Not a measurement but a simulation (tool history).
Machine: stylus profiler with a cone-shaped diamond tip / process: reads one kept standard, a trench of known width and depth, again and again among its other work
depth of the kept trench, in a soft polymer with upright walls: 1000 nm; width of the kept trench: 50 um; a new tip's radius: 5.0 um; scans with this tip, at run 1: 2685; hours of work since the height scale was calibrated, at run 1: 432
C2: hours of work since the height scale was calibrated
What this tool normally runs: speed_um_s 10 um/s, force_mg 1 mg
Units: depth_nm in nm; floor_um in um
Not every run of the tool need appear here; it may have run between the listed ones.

run 1 hour=0 | speed_um_s=10 force_mg=1 | scans_with_this_tip=2685 C2=432 | depth_nm=1003.35 floor_um=43.2
run 2 hour=8 | speed_um_s=10 force_mg=0.91 | scans_with_this_tip=2721 C2=437 | depth_nm=1003.24 floor_um=43.13
run 3 hour=18.5 | speed_um_s=10 force_mg=0.91 | scans_with_this_tip=2767 C2=445 | depth_nm=1003.41 floor_um=43.11
run 4 hour=32.5 | speed_um_s=10 force_mg=1 | scans_with_this_tip=2830 C2=455 | depth_nm=1003.74 floor_um=43.15
run 5 hour=45.8 | speed_um_s=5 force_mg=1 | scans_with_this_tip=2889 C2=464 | depth_nm=1003.52 floor_um=43.12
run 6 hour=54.9 | speed_um_s=5 force_mg=0.34 | scans_with_this_tip=2929 C2=471 | depth_nm=1001.69 floor_um=43.14
run 7 hour=70.1 | speed_um_s=3 force_mg=1 | scans_with_this_tip=2997 C2=482 | depth_nm=1003.69 floor_um=43.12
run 8 hour=78.8 | speed_um_s=3 force_mg=1 | scans_with_this_tip=3035 C2=488 | depth_nm=1003.67 floor_um=43.15
run 9 hour=97.1 | speed_um_s=3 force_mg=0.84 | scans_with_this_tip=3117 C2=501 | depth_nm=1002.96 floor_um=43.1
run 10 hour=112.7 | speed_um_s=3 force_mg=0.84 | scans_with_this_tip=3186 C2=512 | depth_nm=1002.81 floor_um=43.04
run 11 hour=128.9 | speed_um_s=3 force_mg=0.84 | scans_with_this_tip=3257 C2=524 | depth_nm=1002.62 floor_um=43.09
run 12 hour=142.8 | speed_um_s=3 force_mg=0.84 | scans_with_this_tip=3319 C2=534 | depth_nm=1002.38 floor_um=43.01
run 13 hour=157.5 | speed_um_s=22 force_mg=0.84 | scans_with_this_tip=3385 C2=544 | depth_nm=1002.63 floor_um=42.92
run 14 hour=173 | speed_um_s=2 force_mg=1.11 | scans_with_this_tip=3454 C2=555 | depth_nm=1003.93 floor_um=43.01
run 15 hour=182.9 | speed_um_s=5 force_mg=1.31 | scans_with_this_tip=3498 C2=562 | depth_nm=1003.96 floor_um=42.98
run 16 hour=190.7 | speed_um_s=26 force_mg=1.5 | scans_with_this_tip=3532 C2=568 | depth_nm=1004.76 floor_um=42.92
run 17 hour=204 | speed_um_s=26 force_mg=0.4 | scans_with_this_tip=3591 C2=577 | depth_nm=1001.53 floor_um=42.8
run 18 hour=219.7 | speed_um_s=26 force_mg=0.4 | scans_with_this_tip=3661 C2=588 | depth_nm=1001.51 floor_um=42.75
run 19 hour=236.1 | speed_um_s=26 force_mg=0.4 | scans_with_this_tip=3733 C2=600 | depth_nm=1001.65 floor_um=42.71
run 20 hour=246.1 | speed_um_s=5 force_mg=0.67 | scans_with_this_tip=3778 C2=607 | depth_nm=1002.44 floor_um=42.89
run 21 hour=258.5 | speed_um_s=5 force_mg=0.67 | scans_with_this_tip=3833 C2=616 | depth_nm=1002.19 floor_um=42.89
run 22 hour=271.4 | speed_um_s=8 force_mg=1.97 | scans_with_this_tip=3890 C2=625 | depth_nm=1005.19 floor_um=42.86
run 23 hour=285.2 | speed_um_s=39 force_mg=2.47 | scans_with_this_tip=3952 C2=635 | depth_nm=1006.38 floor_um=42.81

Run 24, settings as shown, results not yet in. Your forecast:
run 24 hour=300.7 | speed_um_s=33 force_mg=0.36 | scans_with_this_tip=4020 C2=646 | depth_nm=? floor_um=?

Run 24 came out at depth_nm 1001.47 nm, floor_um 42.53 um.
With the hidden condition absent and the run-to-run variation left alone, this run would have shown depth_nm 1002.1 nm, floor_um 43.64 um.
